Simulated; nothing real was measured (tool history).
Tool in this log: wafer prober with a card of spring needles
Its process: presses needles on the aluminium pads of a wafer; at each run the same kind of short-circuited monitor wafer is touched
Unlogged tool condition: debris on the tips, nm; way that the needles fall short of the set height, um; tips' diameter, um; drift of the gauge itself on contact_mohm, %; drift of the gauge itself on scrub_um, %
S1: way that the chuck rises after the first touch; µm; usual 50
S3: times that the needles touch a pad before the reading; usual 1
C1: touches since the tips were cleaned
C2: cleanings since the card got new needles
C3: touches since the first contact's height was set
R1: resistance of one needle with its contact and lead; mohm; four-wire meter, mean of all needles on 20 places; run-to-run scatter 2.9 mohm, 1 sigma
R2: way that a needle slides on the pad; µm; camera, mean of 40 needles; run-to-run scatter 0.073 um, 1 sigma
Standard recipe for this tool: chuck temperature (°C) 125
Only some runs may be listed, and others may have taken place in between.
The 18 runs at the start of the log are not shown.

At hour 224.3: tips cleaned on abrasive film.
Run 19, hour 224.3: usual settings but S1 62 µm, chuck temperature (°C) 92; C1 0; C2 35; C3 141370. Result: R1 319 mohm, R2 12.95 µm.
Run 20, hour 236.7: usual settings but S1 39 µm, chuck temperature (°C) 93, S3 2; C1 3487; C2 35; C3 144857. Result: R1 347 mohm, R2 8.28 µm.
At hour 238.2: tips cleaned on abrasive film.
At hour 252.0: tips cleaned on abrasive film.
Run 21, hour 252.6: usual settings but S1 39 µm, chuck temperature (°C) 93, S3 2; C1 174; C2 37; C3 149292. Result: R1 345 mohm, R2 8.30 µm.
At hour 265.3: tips cleaned on abrasive film.
Run 22, hour 267.0: usual settings but S1 46 µm, chuck temperature (°C) 51, S3 2; C1 472; C2 38; C3 153316. Result: R1 317 mohm, R2 9.61 µm.
At hour 279.7: tips cleaned on abrasive film.
Run 23, hour 279.7: usual settings but S1 53 µm; C1 0; C2 39; C3 156852. Result: R1 339 mohm, R2 11.21 µm.
At hour 293.6: tips cleaned on abrasive film.
Run 24, hour 293.8: usual settings but S1 53 µm; C1 50; C2 40; C3 160792. Result: R1 342 mohm, R2 11.19 µm.
At hour 307.3: tips cleaned on abrasive film.
Run 25, hour 312.0: usual settings but S1 53 µm; C1 1322; C2 41; C3 165895. Result: R1 345 mohm, R2 11.10 µm.
At hour 320.5: tips cleaned on abrasive film.
Run 26, hour 320.5: usual settings but S1 56 µm; C1 0; C2 42; C3 168252. Result: R1 337 mohm, R2 11.55 µm.
At hour 334.2: tips cleaned on abrasive film.
Run 27, hour 336.8: usual settings but S1 56 µm; C1 726; C2 43; C3 172816. Result: R1 332 mohm, R2 11.81 µm.
At hour 348.1: tips cleaned on abrasive film.
Run 28, hour 348.6: usual settings but S1 40 µm; C1 129; C2 44; C3 176112. Result: R1 349 mohm, R2 8.34 µm.
At hour 362.0: tips cleaned on abrasive film.
Run 29, hour 365.4: usual settings but S1 40 µm; C1 967; C2 45; C3 180825. Result: R1 354 mohm, R2 8.29 µm.
At hour 375.7: tips cleaned on abrasive film.
Run 30, hour 381.7: usual settings but S1 40 µm; C1 1691; C2 46; C3 185369. Result: R1 355 mohm, R2 8.48 µm.
At hour 389.9: tips cleaned on abrasive film.
Run 31, hour 393.8: usual settings but S1 33 µm, chuck temperature (°C) 52; C1 1086; C2 47; C3 188754. Result: R1 337 mohm, R2 7.00 µm.
At hour 403.1: tips cleaned on abrasive film.
Run 32, hour 409.6: usual settings but chuck temperature (°C) 104, S3 3; C1 1840; C2 48; C3 193184. Result: R1 336 mohm, R2 10.53 µm.
At hour 416.6: tips cleaned on abrasive film.
Run 33, hour 417.9: usual settings but S1 32 µm, chuck temperature (°C) 121, S3 3; C1 366; C2 49; C3 195475. Result: R1 369 mohm, R2 6.63 µm.

Here are 4 independent what-if runs from the current tool condition. What would each one return?
Run A, hour 426.9: usual settings but S1 33 µm, chuck temperature (°C) 107, S3 2; C1 2905; C2 49; C3 198014. Result: R1 ?, R2 ?.
Run B, hour 426.9: usual settings but chuck temperature (°C) 27; C1 2905; C2 49; C3 198014. Result: R1 ?, R2 ?.
Run C, hour 426.9: usual settings but S1 69 µm, chuck temperature (°C) 62; C1 2905; C2 49; C3 198014. Result: R1 ?, R2 ?.
Run D, hour 426.9: usual settings but S1 39 µm, chuck temperature (°C) 75, S3 3; C1 2905; C2 49; C3 198014. Result: R1 ?, R2 ?.

run   R1     R2
  A  359   6.91
  B  305  10.49
  C  309  14.41
  D  339   8.05
The same runs, with their run-to-run variation unchanged, on a tool lacking any hidden condition would have given:
run   R1     R2
  A  359   6.91
  B  305  10.49
  C  309  14.42
  D  339   8.05
